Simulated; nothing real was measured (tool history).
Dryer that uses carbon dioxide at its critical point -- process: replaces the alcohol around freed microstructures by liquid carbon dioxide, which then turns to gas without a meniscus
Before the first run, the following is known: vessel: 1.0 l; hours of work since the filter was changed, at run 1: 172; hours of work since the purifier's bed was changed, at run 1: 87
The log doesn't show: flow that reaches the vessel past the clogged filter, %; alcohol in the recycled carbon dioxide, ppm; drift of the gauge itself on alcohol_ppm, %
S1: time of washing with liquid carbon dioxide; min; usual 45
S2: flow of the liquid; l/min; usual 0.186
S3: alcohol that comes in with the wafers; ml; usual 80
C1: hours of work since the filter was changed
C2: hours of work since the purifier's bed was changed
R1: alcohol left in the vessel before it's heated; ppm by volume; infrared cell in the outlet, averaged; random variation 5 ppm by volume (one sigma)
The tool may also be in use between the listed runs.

run 1 hour=0 | S1=45 S2=0.186 S3=80 | C1=172 C2=87 | R1=58
run 2 hour=19 | S1=53 S2=0.186 S3=80 | C1=185 C2=99 | R1=37
run 3 hour=38.4 | S1=45 S2=0.126 S3=80 | C1=197 C2=111 | R1=471
-- hour=40.9 inlet filter changed
run 4 hour=58 | S1=40 S2=0.186 S3=80 | C1=11 C2=123 | R1=87
run 5 hour=75.2 | S1=45 S2=0.219 S3=80 | C1=22 C2=134 | R1=37
run 6 hour=89.3 | S1=45 S2=0.135 S3=80 | C1=31 C2=144 | R1=225
run 7 hour=109.2 | S1=45 S2=0.135 S3=80 | C1=44 C2=156 | R1=241
run 8 hour=127.9 | S1=45 S2=0.135 S3=80 | C1=56 C2=168 | R1=251
run 9 hour=142.4 | S1=45 S2=0.135 S3=80 | C1=65 C2=178 | R1=250
run 10 hour=160.8 | S1=45 S2=0.135 S3=80 | C1=77 C2=190 | R1=261
run 11 hour=178.3 | S1=38 S2=0.135 S3=80 | C1=89 C2=201 | R1=619
run 12 hour=196.3 | S1=45 S2=0.186 S3=80 | C1=100 C2=213 | R1=76
run 13 hour=208.2 | S1=45 S2=0.186 S3=80 | C1=108 C2=220 | R1=71
run 14 hour=220.9 | S1=45 S2=0.186 S3=80 | C1=116 C2=228 | R1=75
run 15 hour=237.2 | S1=45 S2=0.186 S3=80 | C1=127 C2=239 | R1=77
run 16 hour=252.5 | S1=45 S2=0.186 S3=80 | C1=137 C2=249 | R1=89
run 17 hour=271.2 | S1=45 S2=0.186 S3=80 | C1=149 C2=261 | R1=86
run 18 hour=282.8 | S1=45 S2=0.186 S3=80 | C1=156 C2=268 | R1=94
run 19 hour=298.4 | S1=45 S2=0.186 S3=80 | C1=166 C2=278 | R1=80
run 20 hour=318.1 | S1=45 S2=0.184 S3=81 | C1=179 C2=291 | R1=97
run 21 hour=327.7 | S1=45 S2=0.114 S3=24 | C1=185 C2=297 | R1=277
run 22 hour=337 | S1=45 S2=0.114 S3=24 | C1=191 C2=303 | R1=280
-- hour=349.3 inlet filter changed
run 23 hour=352.5 | S1=45 S2=0.114 S3=24 | C1=2 C2=313 | R1=189
run 24 hour=369.2 | S1=45 S2=0.114 S3=24 | C1=13 C2=323 | R1=201
run 25 hour=388 | S1=45 S2=0.186 S3=23 | C1=25 C2=336 | R1=76
run 26 hour=401 | S1=30 S2=0.186 S3=32 | C1=33 C2=344 | R1=205
run 27 hour=410.8 | S1=34 S2=0.186 S3=80 | C1=40 C2=350 | R1=236
run 28 hour=428.3 | S1=34 S2=0.186 S3=80 | C1=51 C2=362 | R1=241
run 29 hour=444.9 | S1=70 S2=0.217 S3=74 | C1=62 C2=372 | R1=77
run 30 hour=464.6 | S1=70 S2=0.217 S3=74 | C1=74 C2=385 | R1=72
run 31 hour=479.8 | S1=70 S2=0.217 S3=74 | C1=84 C2=395 | R1=78
run 32 hour=489.5 | S1=39 S2=0.217 S3=74 | C1=90 C2=401 | R1=104
run 33 hour=508.1 | S1=49 S2=0.135 S3=95 | C1=102 C2=413 | R1=266
run 34 hour=523.9 | S1=49 S2=0.135 S3=26 | C1=113 C2=423 | R1=134
run 35 hour=538.3 | S1=49 S2=0.135 S3=26 | C1=122 C2=433 | R1=132
run 36 hour=552.9 | S1=49 S2=0.135 S3=26 | C1=131 C2=442 | R1=144
run 37 hour=566.8 | S1=49 S2=0.135 S3=26 | C1=140 C2=451 | R1=138

Below, each run's measurement less what the same run would have read without the hidden state. Both values contain the same run-to-run variation, but the gauge's scatter may not be the same in both:
run=1 R1=+38
run=2 R1=+27
run=3 R1=+219
run=4 R1=+26
run=5 R1=+27
run=6 R1=+48
run=7 R1=+58
run=8 R1=+69
run=9 R1=+76
run=10 R1=+88
run=11 R1=+167
run=12 R1=+49
run=13 R1=+52
run=14 R1=+55
run=15 R1=+58
run=16 R1=+61
run=17 R1=+66
run=18 R1=+70
run=19 R1=+69
run=20 R1=+75
run=21 R1=+143
run=22 R1=+149
run=23 R1=+58
run=24 R1=+64
run=25 R1=+61
run=26 R1=+77
run=27 R1=+85
run=28 R1=+95
run=29 R1=+65
run=30 R1=+66
run=31 R1=+71
run=32 R1=+82
run=33 R1=+133
run=34 R1=+93
run=35 R1=+96
run=36 R1=+100
run=37 R1=+102

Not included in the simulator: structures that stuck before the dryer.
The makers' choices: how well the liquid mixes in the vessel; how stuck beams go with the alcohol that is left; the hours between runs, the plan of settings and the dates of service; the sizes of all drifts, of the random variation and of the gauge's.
